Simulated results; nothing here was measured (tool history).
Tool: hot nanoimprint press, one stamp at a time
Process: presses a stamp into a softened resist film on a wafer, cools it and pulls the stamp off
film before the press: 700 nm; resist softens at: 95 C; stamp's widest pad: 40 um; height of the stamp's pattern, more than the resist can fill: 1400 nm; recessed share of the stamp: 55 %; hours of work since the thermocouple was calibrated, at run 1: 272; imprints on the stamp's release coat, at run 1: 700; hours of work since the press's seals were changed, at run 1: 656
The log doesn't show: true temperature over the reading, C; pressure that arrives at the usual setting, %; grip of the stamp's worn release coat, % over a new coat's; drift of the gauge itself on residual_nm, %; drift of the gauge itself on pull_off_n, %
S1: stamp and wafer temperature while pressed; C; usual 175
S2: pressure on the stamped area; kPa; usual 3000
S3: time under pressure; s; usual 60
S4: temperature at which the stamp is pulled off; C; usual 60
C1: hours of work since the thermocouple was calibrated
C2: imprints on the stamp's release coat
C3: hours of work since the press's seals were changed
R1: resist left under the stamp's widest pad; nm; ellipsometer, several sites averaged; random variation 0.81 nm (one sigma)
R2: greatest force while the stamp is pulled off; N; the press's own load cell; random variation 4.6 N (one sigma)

{"run": 1, "day": 0.0, "S1": 175, "S2": 3000, "S3": 60, "S4": 60, "C1": 272, "C2": 700, "C3": 656, "R1": 361.9, "R2": 287}
{"run": 2, "day": 2.467, "S1": 175, "S2": 3000, "S3": 60, "S4": 50, "C1": 309, "C2": 968, "C3": 693, "R1": 363.7, "R2": 329}
{"run": 3, "day": 3.954, "S1": 175, "S2": 3000, "S3": 60, "S4": 50, "C1": 332, "C2": 1130, "C3": 716, "R1": 362.9, "R2": 354}
{"run": 4, "day": 6.454, "S1": 175, "S2": 3000, "S3": 79, "S4": 60, "C1": 370, "C2": 1402, "C3": 754, "R1": 330.2, "R2": 337}
{"day": 7.596, "done": "press's hydraulic seals changed and the load cell set to zero"}
{"run": 5, "day": 9.35, "S1": 175, "S2": 3000, "S3": 79, "S4": 60, "C1": 409, "C2": 1681, "C3": 27, "R1": 323.1, "R2": 363}
{"run": 6, "day": 11.488, "S1": 175, "S2": 3000, "S3": 60, "S4": 60, "C1": 441, "C2": 1914, "C3": 59, "R1": 359.6, "R2": 376}
{"run": 7, "day": 13.483, "S1": 175, "S2": 3000, "S3": 32, "S4": 60, "C1": 472, "C2": 2131, "C3": 90, "R1": 442.5, "R2": 391}
{"day": 14.317, "done": "stamp cleaned and given a new release coat"}
{"run": 8, "day": 15.808, "S1": 175, "S2": 3000, "S3": 60, "S4": 60, "C1": 503, "C2": 162, "C3": 121, "R1": 362.2, "R2": 233}
{"run": 9, "day": 17.35, "S1": 175, "S2": 3000, "S3": 60, "S4": 60, "C1": 527, "C2": 330, "C3": 145, "R1": 361.4, "R2": 247}
{"run": 10, "day": 18.642, "S1": 175, "S2": 3000, "S3": 60, "S4": 60, "C1": 546, "C2": 471, "C3": 164, "R1": 361.8, "R2": 266}
{"day": 19.629, "done": "plate thermocouple calibrated"}
{"run": 11, "day": 20.821, "S1": 175, "S2": 2500, "S3": 60, "S4": 60, "C1": 18, "C2": 695, "C3": 196, "R1": 385.1, "R2": 280}
{"run": 12, "day": 22.658, "S1": 175, "S2": 3000, "S3": 60, "S4": 58, "C1": 46, "C2": 895, "C3": 224, "R1": 358.4, "R2": 305}
{"run": 13, "day": 24.654, "S1": 175, "S2": 3000, "S3": 60, "S4": 58, "C1": 76, "C2": 1112, "C3": 254, "R1": 359.7, "R2": 320}
{"run": 14, "day": 26.233, "S1": 175, "S2": 3000, "S3": 60, "S4": 58, "C1": 101, "C2": 1284, "C3": 278, "R1": 361.6, "R2": 333}
{"run": 15, "day": 28.467, "S1": 175, "S2": 3000, "S3": 60, "S4": 58, "C1": 135, "C2": 1527, "C3": 312, "R1": 361.5, "R2": 353}
{"run": 16, "day": 30.104, "S1": 183, "S2": 3340, "S3": 52, "S4": 60, "C1": 159, "C2": 1705, "C3": 337, "R1": 288.6, "R2": 352}
{"run": 17, "day": 33.075, "S1": 183, "S2": 3340, "S3": 52, "S4": 60, "C1": 205, "C2": 2029, "C3": 382, "R1": 289.3, "R2": 371}
{"day": 34.908, "done": "stamp cleaned and given a new release coat"}
{"run": 18, "day": 35.538, "S1": 183, "S2": 3340, "S3": 37, "S4": 58, "C1": 238, "C2": 68, "C3": 416, "R1": 333.5, "R2": 244}
{"run": 19, "day": 38.075, "S1": 186, "S2": 3330, "S3": 37, "S4": 46, "C1": 277, "C2": 345, "C3": 454, "R1": 305.7, "R2": 293}
{"run": 20, "day": 41.175, "S1": 186, "S2": 3330, "S3": 37, "S4": 46, "C1": 324, "C2": 682, "C3": 502, "R1": 307.7, "R2": 322}
{"run": 21, "day": 43.438, "S1": 180, "S2": 3640, "S3": 48, "S4": 60, "C1": 359, "C2": 929, "C3": 536, "R1": 319.8, "R2": 306}
{"run": 22, "day": 45.183, "S1": 180, "S2": 4170, "S3": 33, "S4": 52, "C1": 385, "C2": 1119, "C3": 563, "R1": 347.4, "R2": 335}
{"run": 23, "day": 47.979, "S1": 167, "S2": 2250, "S3": 104, "S4": 57, "C1": 428, "C2": 1423, "C3": 605, "R1": 432.4, "R2": 353}
{"run": 24, "day": 50.042, "S1": 167, "S2": 2250, "S3": 104, "S4": 57, "C1": 459, "C2": 1648, "C3": 636, "R1": 435.2, "R2": 371}
{"run": 25, "day": 52.554, "S1": 167, "S2": 2250, "S3": 104, "S4": 57, "C1": 497, "C2": 1921, "C3": 675, "R1": 434.1, "R2": 389}
{"run": 26, "day": 54.242, "S1": 166, "S2": 3000, "S3": 41, "S4": 51, "C1": 523, "C2": 2105, "C3": 700, "R1": 523.5, "R2": 441}
{"day": 55.346, "done": "stamp cleaned and given a new release coat"}
{"day": 56.938, "done": "plate thermocouple calibrated"}
{"run": 27, "day": 57.488, "S1": 166, "S2": 3000, "S3": 34, "S4": 56, "C1": 8, "C2": 220, "C3": 744, "R1": 529.7, "R2": 262}
{"day": 59.25, "done": "press's hydraulic seals changed and the load cell set to zero"}
{"run": 28, "day": 59.688, "S1": 175, "S2": 3000, "S3": 84, "S4": 63, "C1": 37, "C2": 423, "C3": 7, "R1": 314.7, "R2": 255}
{"run": 29, "day": 62.238, "S1": 175, "S2": 3000, "S3": 84, "S4": 63, "C1": 76, "C2": 700, "C3": 45, "R1": 315.6, "R2": 282}

Measured less the same run without the tool's hidden state. The same run-to-run variation is in both; the gauge's scatter may not be:
run=1 R1=+8.2 R2=+52
run=2 R1=+9.3 R2=+79
run=3 R1=+10.0 R2=+96
run=4 R1=+10.6 R2=+107
run=5 R1=+5.0 R2=+132
run=6 R1=+6.2 R2=+150
run=7 R1=+7.2 R2=+167
run=8 R1=+8.0 R2=+13
run=9 R1=+8.6 R2=+25
run=10 R1=+9.1 R2=+36
run=11 R1=+5.3 R2=+52
run=12 R1=+6.2 R2=+69
run=13 R1=+7.0 R2=+87
run=14 R1=+7.7 R2=+101
run=15 R1=+8.7 R2=+120
run=16 R1=+8.0 R2=+130
run=17 R1=+9.1 R2=+154
run=18 R1=+10.8 R2=+7
run=19 R1=+10.9 R2=+31
run=20 R1=+12.2 R2=+60
run=21 R1=+14.5 R2=+73
run=22 R1=+16.5 R2=+92
run=23 R1=+17.9 R2=+116
run=24 R1=+18.8 R2=+136
run=25 R1=+19.9 R2=+157
run=26 R1=+20.1 R2=+188
run=27 R1=+6.9 R2=+17
run=28 R1=+2.9 R2=+30
run=29 R1=+3.9 R2=+52

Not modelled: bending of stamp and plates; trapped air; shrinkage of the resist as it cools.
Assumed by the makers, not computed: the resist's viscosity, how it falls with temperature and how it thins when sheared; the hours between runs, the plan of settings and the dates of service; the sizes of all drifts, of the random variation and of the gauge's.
